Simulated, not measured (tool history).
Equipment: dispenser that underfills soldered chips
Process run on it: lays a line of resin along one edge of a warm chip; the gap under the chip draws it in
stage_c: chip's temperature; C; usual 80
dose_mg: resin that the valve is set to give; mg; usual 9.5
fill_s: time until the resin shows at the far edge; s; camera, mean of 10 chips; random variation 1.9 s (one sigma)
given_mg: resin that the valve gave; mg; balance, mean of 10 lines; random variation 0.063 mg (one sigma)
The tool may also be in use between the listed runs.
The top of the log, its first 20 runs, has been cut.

| run | hour | stage_c | dose_mg | hours of work since the syringe was changed | hours of work since the valve was cleaned | hours of work since the stage was calibrated | fill_s | given_mg |
|---|---|---|---|---|---|---|---|---|
| 21 | 142 | 79 | 9.5 | 7 | 25 | 273 | 253.7 | 9.22 |
|  | 144.1 | new syringe of resin |
| 22 | 149 | 87 | 11.45 | 3 | 29 | 278 | 172.2 | 11.14 |
|  | 155.5 | new syringe of resin |
| 23 | 159 | 68 | 11.1 | 2 | 36 | 284 | 309.4 | 10.78 |
|  | 166.9 | new syringe of resin |
| 24 | 167.9 | 80 | 9.62 | 1 | 42 | 290 | 192.7 | 9.26 |
| 25 | 177.1 | 80 | 9.62 | 7 | 48 | 296 | 246.4 | 9.18 |
|  | 178.4 | new syringe of resin |
| 26 | 183.1 | 91 | 11.67 | 3 | 52 | 300 | 149.8 | 11.14 |
| 27 | 187.6 | 91 | 11.67 | 6 | 55 | 303 | 166.8 | 11.24 |
|  | 190 | new syringe of resin |
| 28 | 193.5 | 77 | 11.87 | 2 | 59 | 307 | 226.6 | 11.34 |
| 29 | 200 | 77 | 11.87 | 7 | 63 | 311 | 265.1 | 11.28 |
|  | 201.6 | new syringe of resin |
| 30 | 204.2 | 80 | 10.87 | 2 | 66 | 314 | 195.7 | 10.33 |
| 31 | 212 | 75 | 10.87 | 7 | 71 | 319 | 286.9 | 10.12 |
|  | 213.1 | new syringe of resin |
| 32 | 217.1 | 78 | 11.95 | 3 | 74 | 322 | 221.3 | 11.31 |
|  | 225 | new syringe of resin |
| 33 | 225 | 75 | 10.59 | 0 | 79 | 328 | 221.5 | 9.78 |
| 34 | 233.6 | 80 | 11.94 | 6 | 85 | 333 | 234.4 | 11.05 |

Alternative continuations, all from the tool just after run 34; predict every row:
|  | 236.5 | new syringe of resin |
| A | 242.5 | 83 | 8.24 | 4 | 91 | 339 | ? | ? |
|  | 236.5 | new syringe of resin |
| B | 242.5 | 67 | 9.5 | 4 | 91 | 339 | ? | ? |
|  | 236.5 | new syringe of resin |
| C | 242.5 | 80 | 8.33 | 4 | 91 | 339 | ? | ? |
|  | 236.5 | new syringe of resin |
| D | 242.5 | 70 | 11.94 | 4 | 91 | 339 | ? | ? |
|  | 236.5 | new syringe of resin |
| E | 242.5 | 89 | 9.55 | 4 | 91 | 339 | ? | ? |

| run | fill_s | given_mg |
|---|---|---|
| A | 211.7 | 7.6 |
| B | 343 | 8.74 |
| C | 232.6 | 7.66 |
| D | 304 | 11.29 |
| E | 167.2 | 8.86 |
With no hidden state in the tool, these same runs would have given:
| run | fill_s | given_mg |
|---|---|---|
| A | 173.8 | 8.23 |
| B | 284 | 9.46 |
| C | 191.2 | 8.29 |
| D | 253.9 | 12.21 |
| E | 138.9 | 9.58 |
